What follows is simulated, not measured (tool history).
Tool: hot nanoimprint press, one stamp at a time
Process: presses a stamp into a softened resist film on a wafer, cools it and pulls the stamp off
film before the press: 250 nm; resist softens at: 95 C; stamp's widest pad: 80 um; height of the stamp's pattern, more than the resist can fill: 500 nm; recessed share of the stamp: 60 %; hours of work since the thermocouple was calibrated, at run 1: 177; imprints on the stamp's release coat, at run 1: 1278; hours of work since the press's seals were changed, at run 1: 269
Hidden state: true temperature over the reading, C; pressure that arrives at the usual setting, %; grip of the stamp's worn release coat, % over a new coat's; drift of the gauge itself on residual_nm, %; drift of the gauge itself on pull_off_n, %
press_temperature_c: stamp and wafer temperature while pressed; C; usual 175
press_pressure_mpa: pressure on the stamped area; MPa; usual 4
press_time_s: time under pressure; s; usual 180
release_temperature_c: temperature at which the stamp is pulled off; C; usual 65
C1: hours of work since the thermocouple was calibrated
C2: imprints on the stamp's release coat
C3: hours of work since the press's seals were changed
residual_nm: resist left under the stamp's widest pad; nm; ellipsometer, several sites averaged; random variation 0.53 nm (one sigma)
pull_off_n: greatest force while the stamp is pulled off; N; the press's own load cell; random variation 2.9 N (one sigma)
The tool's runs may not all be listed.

run 1 hour=0 | press_temperature_c=175 press_pressure_mpa=4 press_time_s=180 release_temperature_c=65 | C1=177 C2=1278 C3=269 | residual_nm=139.3 pull_off_n=208
run 2 hour=31.7 | press_temperature_c=175 press_pressure_mpa=4 press_time_s=180 release_temperature_c=65 | C1=195 C2=1385 C3=288 | residual_nm=140.6 pull_off_n=204
run 3 hour=59.8 | press_temperature_c=175 press_pressure_mpa=4 press_time_s=180 release_temperature_c=65 | C1=211 C2=1480 C3=304 | residual_nm=141 pull_off_n=203
run 4 hour=73.3 | press_temperature_c=175 press_pressure_mpa=4 press_time_s=180 release_temperature_c=65 | C1=219 C2=1526 C3=312 | residual_nm=140.5 pull_off_n=206
run 5 hour=94.6 | press_temperature_c=175 press_pressure_mpa=4 press_time_s=180 release_temperature_c=65 | C1=232 C2=1598 C3=324 | residual_nm=140.9 pull_off_n=203
run 6 hour=109.4 | press_temperature_c=175 press_pressure_mpa=4 press_time_s=180 release_temperature_c=65 | C1=240 C2=1648 C3=333 | residual_nm=141.4 pull_off_n=212
run 7 hour=124.8 | press_temperature_c=175 press_pressure_mpa=4 press_time_s=180 release_temperature_c=65 | C1=249 C2=1700 C3=342 | residual_nm=140.7 pull_off_n=211
run 8 hour=138.9 | press_temperature_c=175 press_pressure_mpa=4 press_time_s=180 release_temperature_c=67 | C1=258 C2=1748 C3=350 | residual_nm=140.4 pull_off_n=206
run 9 hour=160.3 | press_temperature_c=175 press_pressure_mpa=4 press_time_s=180 release_temperature_c=67 | C1=270 C2=1820 C3=363 | residual_nm=141 pull_off_n=206
-- hour=175.9 plate thermocouple calibrated
run 10 hour=182.5 | press_temperature_c=175 press_pressure_mpa=4 press_time_s=180 release_temperature_c=67 | C1=4 C2=1885 C3=374 | residual_nm=134.6 pull_off_n=209
-- hour=206.5 stamp cleaned and given a new release coat
run 11 hour=218.8 | press_temperature_c=175 press_pressure_mpa=4 press_time_s=180 release_temperature_c=65 | C1=21 C2=41 C3=392 | residual_nm=135.7 pull_off_n=171
run 12 hour=250.2 | press_temperature_c=175 press_pressure_mpa=4 press_time_s=180 release_temperature_c=64 | C1=40 C2=148 C3=410 | residual_nm=136.1 pull_off_n=181
run 13 hour=277.9 | press_temperature_c=175 press_pressure_mpa=4 press_time_s=180 release_temperature_c=64 | C1=56 C2=241 C3=426 | residual_nm=137.3 pull_off_n=177
run 14 hour=302 | press_temperature_c=175 press_pressure_mpa=4 press_time_s=180 release_temperature_c=64 | C1=70 C2=323 C3=440 | residual_nm=136.8 pull_off_n=180
run 15 hour=326.3 | press_temperature_c=175 press_pressure_mpa=4 press_time_s=180 release_temperature_c=64 | C1=84 C2=405 C3=454 | residual_nm=137.7 pull_off_n=179
run 16 hour=343 | press_temperature_c=175 press_pressure_mpa=4 press_time_s=180 release_temperature_c=64 | C1=94 C2=461 C3=464 | residual_nm=137.4 pull_off_n=192
run 17 hour=374.3 | press_temperature_c=178 press_pressure_mpa=4 press_time_s=94 release_temperature_c=64 | C1=112 C2=567 C3=482 | residual_nm=154.6 pull_off_n=183
run 18 hour=390.6 | press_temperature_c=182 press_pressure_mpa=4 press_time_s=180 release_temperature_c=65 | C1=122 C2=622 C3=492 | residual_nm=108.2 pull_off_n=186
run 19 hour=407.3 | press_temperature_c=179 press_pressure_mpa=4 press_time_s=180 release_temperature_c=65 | C1=131 C2=679 C3=501 | residual_nm=120.8 pull_off_n=193
run 20 hour=434.7 | press_temperature_c=179 press_pressure_mpa=4 press_time_s=180 release_temperature_c=65 | C1=147 C2=771 C3=517 | residual_nm=122.2 pull_off_n=192
run 21 hour=448.9 | press_temperature_c=175 press_pressure_mpa=3.41 press_time_s=212 release_temperature_c=65 | C1=156 C2=819 C3=526 | residual_nm=139.6 pull_off_n=190
run 22 hour=462.5 | press_temperature_c=175 press_pressure_mpa=2.95 press_time_s=212 release_temperature_c=65 | C1=164 C2=865 C3=534 | residual_nm=147 pull_off_n=186
run 23 hour=481.3 | press_temperature_c=175 press_pressure_mpa=4 press_time_s=117 release_temperature_c=58 | C1=175 C2=929 C3=545 | residual_nm=159.9 pull_off_n=220
run 24 hour=497.4 | press_temperature_c=164 press_pressure_mpa=4 press_time_s=180 release_temperature_c=65 | C1=184 C2=983 C3=554 | residual_nm=191 pull_off_n=195
run 25 hour=517.9 | press_temperature_c=164 press_pressure_mpa=4 press_time_s=180 release_temperature_c=65 | C1=196 C2=1053 C3=566 | residual_nm=192.5 pull_off_n=199
run 26 hour=538.9 | press_temperature_c=164 press_pressure_mpa=4 press_time_s=180 release_temperature_c=65 | C1=208 C2=1124 C3=578 | residual_nm=191.9 pull_off_n=201
run 27 hour=555 | press_temperature_c=184 press_pressure_mpa=4 press_time_s=180 release_temperature_c=65 | C1=217 C2=1178 C3=588 | residual_nm=102.8 pull_off_n=197
run 28 hour=580.2 | press_temperature_c=184 press_pressure_mpa=3.86 press_time_s=314 release_temperature_c=73 | C1=232 C2=1264 C3=602 | residual_nm=83.1 pull_off_n=185

4 ways to go on from here, each from the tool as it stands after run 28. What would each give?
run A hour=596.9 | press_temperature_c=184 press_pressure_mpa=3.7 press_time_s=314 release_temperature_c=60 | C1=242 C2=1320 C3=612 | residual_nm=? pull_off_n=?
run B hour=596.9 | press_temperature_c=168 press_pressure_mpa=2.58 press_time_s=180 release_temperature_c=67 | C1=242 C2=1320 C3=612 | residual_nm=? pull_off_n=?
run C hour=596.9 | press_temperature_c=182 press_pressure_mpa=3.41 press_time_s=314 release_temperature_c=73 | C1=242 C2=1320 C3=612 | residual_nm=? pull_off_n=?
run D hour=596.9 | press_temperature_c=184 press_pressure_mpa=5.34 press_time_s=111 release_temperature_c=57 | C1=242 C2=1320 C3=612 | residual_nm=? pull_off_n=?

run=A residual_nm=85.3 pull_off_n=225
run=B residual_nm=193.9 pull_off_n=198
run=C residual_nm=94.9 pull_off_n=178
run=D residual_nm=110.7 pull_off_n=232
Without the tool's hidden state the same runs would have given:
run=A residual_nm=81.5 pull_off_n=189
run=B residual_nm=189.2 pull_off_n=166
run=C residual_nm=90.7 pull_off_n=149
run=D residual_nm=105.8 pull_off_n=195
